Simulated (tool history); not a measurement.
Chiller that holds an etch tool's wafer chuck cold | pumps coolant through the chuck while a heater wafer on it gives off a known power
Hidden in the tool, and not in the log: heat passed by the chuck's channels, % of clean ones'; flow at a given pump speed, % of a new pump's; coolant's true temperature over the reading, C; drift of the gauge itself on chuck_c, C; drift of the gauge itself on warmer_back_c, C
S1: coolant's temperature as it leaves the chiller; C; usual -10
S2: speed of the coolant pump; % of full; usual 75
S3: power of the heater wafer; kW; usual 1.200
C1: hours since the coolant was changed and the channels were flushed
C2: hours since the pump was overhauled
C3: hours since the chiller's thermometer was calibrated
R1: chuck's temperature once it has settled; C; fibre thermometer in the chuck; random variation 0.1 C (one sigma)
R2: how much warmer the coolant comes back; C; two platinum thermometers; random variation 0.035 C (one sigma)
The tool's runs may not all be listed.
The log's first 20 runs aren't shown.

run,day,S1,S2,S3,C1,C2,C3,R1,R2
21,81.862,-5,63,0.849,957,4203,1873,3.6,4.96
22,85.233,-5,63,0.849,1038,4284,1954,3.6,5.02
23,90.742,-5,68,1.383,1170,4416,2086,7.9,7.51
24,96.762,-5,68,1.383,1314,4560,2231,7.8,7.46
25,100.458,-6,88,1.200,1403,4649,2319,2.7,4.76
26,103.800,-8,71,0.844,1483,4729,2399,-0.3,4.22
27,108.392,-8,71,0.844,1593,4839,2510,-0.5,4.22
28,113.558,-8,71,0.844,1717,4964,2634,-0.5,4.20
29,116.412,-17,63,0.915,1786,5032,2702,-7.8,5.29
30,119.817,-20,60,1.275,1868,5114,2784,-6.7,7.86
31,123.683,-20,100,0.716,1960,5207,2877,-15.3,2.30

4 ways to go on from here, each from the tool as it stands after run 31. What would each give?
A,128.800,-2,100,1.005,2083,5329,2999,?,?
B,128.800,-12,100,0.974,2083,5329,2999,?,?
C,128.800,-20,100,1.743,2083,5329,2999,?,?
D,128.800,-20,63,0.742,2083,5329,2999,?,?

run,R1,R2
A,4.5,3.41
B,-5.7,3.24
C,-8.6,6.07
D,-12.5,4.22
Without the tool's hidden state the same runs would have given:
run,R1,R2
A,4.5,3.67
B,-5.7,3.50
C,-8.6,6.33
D,-12.5,4.49
